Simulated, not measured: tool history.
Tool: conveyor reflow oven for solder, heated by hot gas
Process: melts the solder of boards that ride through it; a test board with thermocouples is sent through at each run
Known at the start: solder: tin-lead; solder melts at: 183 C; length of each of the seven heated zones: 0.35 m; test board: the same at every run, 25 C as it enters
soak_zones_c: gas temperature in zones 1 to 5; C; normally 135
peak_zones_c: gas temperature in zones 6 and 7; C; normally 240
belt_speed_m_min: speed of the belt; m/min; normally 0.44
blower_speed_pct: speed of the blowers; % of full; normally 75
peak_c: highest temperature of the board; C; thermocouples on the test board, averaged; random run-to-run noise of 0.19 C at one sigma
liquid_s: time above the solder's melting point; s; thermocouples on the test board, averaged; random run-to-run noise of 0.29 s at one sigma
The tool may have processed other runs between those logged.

run 1 hour=0 | soak_zones_c=135 peak_zones_c=240 belt_speed_m_min=0.44 blower_speed_pct=75 | peak_c=221.4 liquid_s=74.3
run 2 hour=15.9 | soak_zones_c=135 peak_zones_c=240 belt_speed_m_min=0.44 blower_speed_pct=75 | peak_c=221.4 liquid_s=74.2
run 3 hour=38 | soak_zones_c=135 peak_zones_c=240 belt_speed_m_min=0.44 blower_speed_pct=75 | peak_c=221.6 liquid_s=74.2
run 4 hour=54.4 | soak_zones_c=135 peak_zones_c=240 belt_speed_m_min=0.44 blower_speed_pct=75 | peak_c=221.6 liquid_s=74
run 5 hour=73 | soak_zones_c=135 peak_zones_c=240 belt_speed_m_min=0.44 blower_speed_pct=75 | peak_c=221.6 liquid_s=74.3
run 6 hour=89.9 | soak_zones_c=135 peak_zones_c=240 belt_speed_m_min=0.44 blower_speed_pct=75 | peak_c=221.8 liquid_s=74.7
run 7 hour=103.9 | soak_zones_c=143 peak_zones_c=240 belt_speed_m_min=0.44 blower_speed_pct=75 | peak_c=222.9 liquid_s=78.4
run 8 hour=127.5 | soak_zones_c=135 peak_zones_c=240 belt_speed_m_min=0.44 blower_speed_pct=75 | peak_c=221.7 liquid_s=74
run 9 hour=148.1 | soak_zones_c=135 peak_zones_c=240 belt_speed_m_min=0.44 blower_speed_pct=75 | peak_c=221.5 liquid_s=74.1
run 10 hour=161.4 | soak_zones_c=135 peak_zones_c=240 belt_speed_m_min=0.44 blower_speed_pct=75 | peak_c=221.7 liquid_s=74
run 11 hour=182.4 | soak_zones_c=135 peak_zones_c=240 belt_speed_m_min=0.44 blower_speed_pct=88 | peak_c=224.7 liquid_s=77.1
run 12 hour=196 | soak_zones_c=135 peak_zones_c=247 belt_speed_m_min=0.44 blower_speed_pct=75 | peak_c=227.7 liquid_s=78.6
run 13 hour=215 | soak_zones_c=135 peak_zones_c=247 belt_speed_m_min=0.44 blower_speed_pct=75 | peak_c=227.7 liquid_s=79.4
run 14 hour=232.3 | soak_zones_c=149 peak_zones_c=240 belt_speed_m_min=0.44 blower_speed_pct=75 | peak_c=224 liquid_s=82.6
run 15 hour=248.4 | soak_zones_c=149 peak_zones_c=240 belt_speed_m_min=0.44 blower_speed_pct=75 | peak_c=224.2 liquid_s=82.6
run 16 hour=261.2 | soak_zones_c=149 peak_zones_c=240 belt_speed_m_min=0.44 blower_speed_pct=75 | peak_c=223.9 liquid_s=82.5
run 17 hour=280.6 | soak_zones_c=135 peak_zones_c=240 belt_speed_m_min=0.488 blower_speed_pct=75 | peak_c=218 liquid_s=63.1
run 18 hour=303.6 | soak_zones_c=135 peak_zones_c=236 belt_speed_m_min=0.44 blower_speed_pct=66 | peak_c=215.6 liquid_s=67.4
run 19 hour=327 | soak_zones_c=135 peak_zones_c=240 belt_speed_m_min=0.44 blower_speed_pct=58 | peak_c=215.7 liquid_s=67.3
run 20 hour=337.5 | soak_zones_c=142 peak_zones_c=249 belt_speed_m_min=0.44 blower_speed_pct=75 | peak_c=230.8 liquid_s=84.7
run 21 hour=358 | soak_zones_c=135 peak_zones_c=246 belt_speed_m_min=0.397 blower_speed_pct=75 | peak_c=230.5 liquid_s=90.1
run 22 hour=380.4 | soak_zones_c=135 peak_zones_c=246 belt_speed_m_min=0.397 blower_speed_pct=75 | peak_c=230.2 liquid_s=89.7
run 23 hour=404.2 | soak_zones_c=131 peak_zones_c=234 belt_speed_m_min=0.397 blower_speed_pct=60 | peak_c=214.4 liquid_s=72.8
run 24 hour=428 | soak_zones_c=127 peak_zones_c=253 belt_speed_m_min=0.397 blower_speed_pct=60 | peak_c=230.2 liquid_s=86.8
run 25 hour=444.4 | soak_zones_c=127 peak_zones_c=253 belt_speed_m_min=0.397 blower_speed_pct=60 | peak_c=230.6 liquid_s=87
run 26 hour=456.7 | soak_zones_c=127 peak_zones_c=253 belt_speed_m_min=0.466 blower_speed_pct=60 | peak_c=223.3 liquid_s=67.5
run 27 hour=473 | soak_zones_c=127 peak_zones_c=253 belt_speed_m_min=0.466 blower_speed_pct=60 | peak_c=223.2 liquid_s=67.2
run 28 hour=485.3 | soak_zones_c=127 peak_zones_c=253 belt_speed_m_min=0.466 blower_speed_pct=60 | peak_c=223 liquid_s=67.8
run 29 hour=495.7 | soak_zones_c=127 peak_zones_c=253 belt_speed_m_min=0.466 blower_speed_pct=60 | peak_c=222.9 liquid_s=67.3
run 30 hour=511.8 | soak_zones_c=127 peak_zones_c=253 belt_speed_m_min=0.466 blower_speed_pct=60 | peak_c=222.9 liquid_s=67.7
run 31 hour=531 | soak_zones_c=122 peak_zones_c=251 belt_speed_m_min=0.501 blower_speed_pct=58 | peak_c=215.7 liquid_s=53.7

Not shown: 2 entries that the log had between the listed runs. Between which runs, and how does the tool's hidden state differ before and after?
In the gap between runs 5 and 6: flux residue cleaned out of gas plates and filters (hour 81.1)
  heat that the gas passes to the board, % of a clean oven's: 99.7 -> 99.9
In the gap between runs 8 and 9: thermocouples of zones 6 and 7 changed (hour 148.1)
  true gas temperature in zones 6 and 7 over the reading, C: 0.08 -> 0.01
